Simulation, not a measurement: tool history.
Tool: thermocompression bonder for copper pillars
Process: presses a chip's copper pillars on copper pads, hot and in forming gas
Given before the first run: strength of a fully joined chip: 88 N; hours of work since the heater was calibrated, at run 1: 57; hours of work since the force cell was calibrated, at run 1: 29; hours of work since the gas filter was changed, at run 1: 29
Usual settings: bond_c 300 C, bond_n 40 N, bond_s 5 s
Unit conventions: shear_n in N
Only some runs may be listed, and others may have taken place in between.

run	hour	bond_c	bond_n	bond_s	hours of work since the heater was calibrated	hours of work since the force cell was calibrated	hours of work since the gas filter was changed	shear_n
1	0.0	300	40	5	57	29	29	54.3
2	31.0	274	40	5	74	46	46	37.7
3	47.2	274	40	5	82	55	55	37.6
4	73.9	274	40	5	97	70	70	36.5
5	103.2	300	40	5	113	86	86	51.6
6	138.6	313	40	5	132	105	105	58.6
7	168.6	313	40	5	149	121	121	57.0
8	201.2	300	40	12	167	139	139	63.8
9	226.3	300	40	12	180	153	153	63.1
10	246.8	300	40	12	192	164	164	62.7
11	275.4	300	40	12	207	180	180	64.2
12	308.4	300	40	5	225	198	198	49.2
13	338.6	300	45	5	242	214	214	52.8
14	373.7	300	45	5	261	233	233	50.8
15	407.5	300	40	5	279	252	252	48.9
16	432.7	300	24	5	293	266	266	35.0
17	463.3	318	40	5	310	282	282	56.2
18	495.8	300	40	7	327	300	300	52.2
19	519.0	300	40	3	340	313	313	37.7
20	538.0	300	40	3	351	323	323	40.3
21	559.2	288	57	6	362	335	335	50.4
22	580.1	288	57	6	374	346	346	49.4
23	596.4	315	26	3	382	355	355	36.7
24	630.4	315	26	3	401	374	374	35.2
25	660.1	300	40	12	417	390	390	57.8
# hour 663.3: forming gas filter changed
26	686.1	300	40	5	431	404	12	51.7
27	723.4	300	40	5	452	424	33	51.0
28	757.8	300	40	3	470	443	52	41.6
29	785.7	300	52	11	486	458	67	68.0
30	805.9	300	52	11	497	469	78	69.1
31	830.2	300	52	11	510	482	91	67.1
32	846.1	318	35	13	519	491	100	70.5
33	880.6	300	40	5	537	510	119	48.4
34	917.1	296	40	4	557	530	139	41.9
35	936.7	296	25	4	568	541	149	31.7
36	971.2	300	25	5	587	559	168	35.2
37	999.5	320	55	3	602	575	184	56.8
38	1030.6	300	34	3	619	592	201	34.5
39	1049.9	300	34	3	630	603	211	34.5

Hidden state or all else? Some run-to-run changes of shear_n, split into what the settings, what came in and random variation would give without the hidden state, and what is left for the hidden state (with any gauge scatter that isn't in both results):
The tool's hidden condition here consists of: true temperature of the bond over the reading, C; force that reaches the chip, % of what is set; oxide that the forming gas leaves, % of the face; drift of the gauge itself on shear_n, %.
Run 16 -> 17: bond_c 300 -> 318, bond_n 24 -> 40. shear_n +21.2 N: hidden state -2.4, all else +23.6.
Run 24 -> 25: bond_c 315 -> 300, bond_n 26 -> 40, bond_s 3 -> 12. shear_n +22.6 N: hidden state -3.5, all else +26.1.
Run 25 -> 26: bond_s 12 -> 5, forming gas filter changed. shear_n -6.1 N: hidden state +7.3, all else -13.4.
Run 28 -> 29: bond_n 40 -> 52, bond_s 3 -> 11. shear_n +26.4 N: hidden state -0.6, all else +27.0.
Run 37 -> 38: bond_c 320 -> 300, bond_n 55 -> 34. shear_n -22.3 N: hidden state +1.2, all else -23.5.

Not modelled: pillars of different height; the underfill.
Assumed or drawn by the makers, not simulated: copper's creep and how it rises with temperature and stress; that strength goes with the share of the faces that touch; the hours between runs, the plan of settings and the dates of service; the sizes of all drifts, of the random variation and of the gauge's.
